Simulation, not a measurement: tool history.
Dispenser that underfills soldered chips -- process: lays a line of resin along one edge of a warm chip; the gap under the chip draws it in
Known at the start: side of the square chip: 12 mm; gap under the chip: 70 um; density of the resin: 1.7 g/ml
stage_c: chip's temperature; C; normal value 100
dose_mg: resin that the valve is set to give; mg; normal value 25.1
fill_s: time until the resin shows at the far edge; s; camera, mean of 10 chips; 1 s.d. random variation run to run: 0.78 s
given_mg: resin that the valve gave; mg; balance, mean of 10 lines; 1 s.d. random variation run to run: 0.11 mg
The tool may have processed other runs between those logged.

run 1 hour=0.0 | stage_c=100 dose_mg=25.1 | fill_s=81.5 given_mg=24.74
run 2 hour=4.9 | stage_c=100 dose_mg=25.1 | fill_s=93.4 given_mg=24.65
-- hour=9.2 new syringe of resin
run 3 hour=11.8 | stage_c=100 dose_mg=26.3 | fill_s=75.3 given_mg=25.73
run 4 hour=15.7 | stage_c=100 dose_mg=26.3 | fill_s=84.1 given_mg=25.56
-- hour=22.9 new syringe of resin
run 5 hour=22.9 | stage_c=100 dose_mg=25.1 | fill_s=73.0 given_mg=24.31
run 6 hour=28.7 | stage_c=100 dose_mg=25.1 | fill_s=83.9 given_mg=24.30
run 7 hour=32.2 | stage_c=113 dose_mg=25.1 | fill_s=65.5 given_mg=24.17
-- hour=36.5 new syringe of resin
run 8 hour=40.1 | stage_c=113 dose_mg=25.1 | fill_s=54.9 given_mg=24.21
run 9 hour=45.3 | stage_c=113 dose_mg=25.1 | fill_s=63.2 given_mg=24.11
-- hour=50.4 new syringe of resin
run 10 hour=50.4 | stage_c=113 dose_mg=25.1 | fill_s=49.9 given_mg=24.21
run 11 hour=56.4 | stage_c=90 dose_mg=25.1 | fill_s=112.6 given_mg=24.11
-- hour=64.1 new syringe of resin
-- hour=65.1 dispensing valve cleaned and set on the balance
run 12 hour=65.6 | stage_c=104 dose_mg=25.1 | fill_s=65.9 given_mg=25.12
run 13 hour=71.2 | stage_c=109 dose_mg=25.1 | fill_s=66.1 given_mg=25.10
run 14 hour=77.9 | stage_c=101 dose_mg=25.1 | fill_s=98.5 given_mg=24.81
-- hour=78.9 new syringe of resin
run 15 hour=85.1 | stage_c=100 dose_mg=25.1 | fill_s=85.3 given_mg=25.00
run 16 hour=89.9 | stage_c=91 dose_mg=25.1 | fill_s=126.1 given_mg=24.98
-- hour=92.5 new syringe of resin
run 17 hour=96.1 | stage_c=91 dose_mg=25.1 | fill_s=105.8 given_mg=24.76
run 18 hour=104.2 | stage_c=91 dose_mg=25.1 | fill_s=124.1 given_mg=24.65
-- hour=106.2 new syringe of resin
run 19 hour=110.1 | stage_c=99 dose_mg=21.4 | fill_s=86.1 given_mg=20.81
run 20 hour=115.9 | stage_c=113 dose_mg=23.9 | fill_s=64.8 given_mg=23.33
-- hour=120.3 new syringe of resin
run 21 hour=122.0 | stage_c=110 dose_mg=26.0 | fill_s=58.9 given_mg=25.18
run 22 hour=129.5 | stage_c=98 dose_mg=27.9 | fill_s=98.2 given_mg=27.20
-- hour=134.1 new syringe of resin
run 23 hour=134.9 | stage_c=91 dose_mg=22.8 | fill_s=102.0 given_mg=22.15
run 24 hour=139.8 | stage_c=114 dose_mg=22.8 | fill_s=59.3 given_mg=22.17
run 25 hour=143.8 | stage_c=100 dose_mg=25.1 | fill_s=95.3 given_mg=24.06
-- hour=147.9 new syringe of resin
run 26 hour=150.4 | stage_c=90 dose_mg=32.3 | fill_s=102.6 given_mg=31.11
run 27 hour=157.1 | stage_c=101 dose_mg=27.5 | fill_s=88.4 given_mg=26.29
-- hour=161.7 new syringe of resin
run 28 hour=163.7 | stage_c=110 dose_mg=31.6 | fill_s=56.4 given_mg=30.24
run 29 hour=167.6 | stage_c=102 dose_mg=31.3 | fill_s=79.4 given_mg=29.90
run 30 hour=171.3 | stage_c=108 dose_mg=25.9 | fill_s=74.3 given_mg=24.69
-- hour=175.4 new syringe of resin
run 31 hour=179.1 | stage_c=108 dose_mg=25.9 | fill_s=65.0 given_mg=24.43
-- hour=181.1 dispensing valve cleaned and set on the balance
run 32 hour=183.5 | stage_c=93 dose_mg=30.3 | fill_s=107.1 given_mg=30.23
run 33 hour=186.7 | stage_c=96 dose_mg=25.0 | fill_s=108.4 given_mg=24.92
-- hour=190.5 new syringe of resin
run 34 hour=193.7 | stage_c=111 dose_mg=28.1 | fill_s=57.7 given_mg=28.04
run 35 hour=199.5 | stage_c=100 dose_mg=32.2 | fill_s=89.4 given_mg=31.85

Below, some changes in fill_s between adjacent runs. For each, the amount present without the hidden state too (settings, incoming material, random variation) and the amount remaining for the hidden state with gauge scatter not shared by both compared results:
Unlogged tool condition in this case: resin's viscosity, % of fresh resin's; dose that the valve gives, % of what is set; true chip temperature over the reading, C; drift of the gauge itself on fill_s, %; drift of the gauge itself on given_mg, %.
Run 10 -> 11: stage_c 113 -> 90. fill_s +62.7 s: hidden state +16.0, all else +46.7.
Run 11 -> 12: stage_c 90 -> 104, new syringe of resin, dispensing valve cleaned and set on the balance. fill_s -46.7 s: hidden state -14.5, all else -32.2.
Run 17 -> 18: nothing adjusted, nothing logged. fill_s +18.3 s: hidden state +22.6, all else -4.3.
Run 18 -> 19: stage_c 91 -> 99, dose_mg 25.1 -> 21.4, new syringe of resin. fill_s -38.0 s: hidden state -24.8, all else -13.2.
Run 33 -> 34: stage_c 96 -> 111, dose_mg 25.0 -> 28.1, new syringe of resin. fill_s -50.7 s: hidden state -22.0, all else -28.7.
